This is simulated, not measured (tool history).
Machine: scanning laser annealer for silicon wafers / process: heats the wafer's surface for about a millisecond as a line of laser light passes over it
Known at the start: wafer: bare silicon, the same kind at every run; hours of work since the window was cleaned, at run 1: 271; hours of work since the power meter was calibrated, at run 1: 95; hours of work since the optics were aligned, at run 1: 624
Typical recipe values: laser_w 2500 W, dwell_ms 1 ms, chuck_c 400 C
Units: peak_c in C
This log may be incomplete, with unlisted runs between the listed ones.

run,hour,laser_w,dwell_ms,chuck_c,hours of work since the window was cleaned,hours of work since the power meter was calibrated,hours of work since the optics were aligned,peak_c
1,0,2500,1,400,271,95,624,1118
2,9.1,2500,1,400,276,100,629,1119
3,13.8,2500,1,400,279,103,632,1118
4,21.4,2500,1,400,283,107,636,1117
5,30.3,2500,1,400,288,112,641,1119
6,39.8,2500,1,400,294,117,647,1117
7,48,2500,1,408,298,122,651,1127
8,55.4,2500,1,408,303,126,656,1121
9,62.6,2500,1,408,307,130,660,1123
10,73.3,2500,0.78,400,313,136,666,1044
# hour 77: laser's power meter calibrated
11,81.3,2500,0.78,400,316,2,669,1038
12,89.8,2500,0.78,400,320,7,674,1036
13,96.1,2728,0.82,369,324,11,677,1093
14,107.1,2728,0.82,369,330,17,683,1090
15,117.3,2313,0.89,405,336,23,689,1021
16,126.3,2223,0.77,371,341,28,694,925
# hour 137.2: laser's power meter calibrated, once more
17,140.4,2133,1.03,392,347,2,701,994
18,150.7,2133,1.05,392,353,8,706,1001
# hour 162.2: window over the wafer cleaned
19,163.8,2133,1.05,392,1,14,713,1012

What does the tool deliver on the next run?
20,172.5,2133,0.75,374,6,19,718,?

peak_c: 906 C
If the tool had no hidden condition, the same run with the same run-to-run variation would have returned peak_c 922 C.

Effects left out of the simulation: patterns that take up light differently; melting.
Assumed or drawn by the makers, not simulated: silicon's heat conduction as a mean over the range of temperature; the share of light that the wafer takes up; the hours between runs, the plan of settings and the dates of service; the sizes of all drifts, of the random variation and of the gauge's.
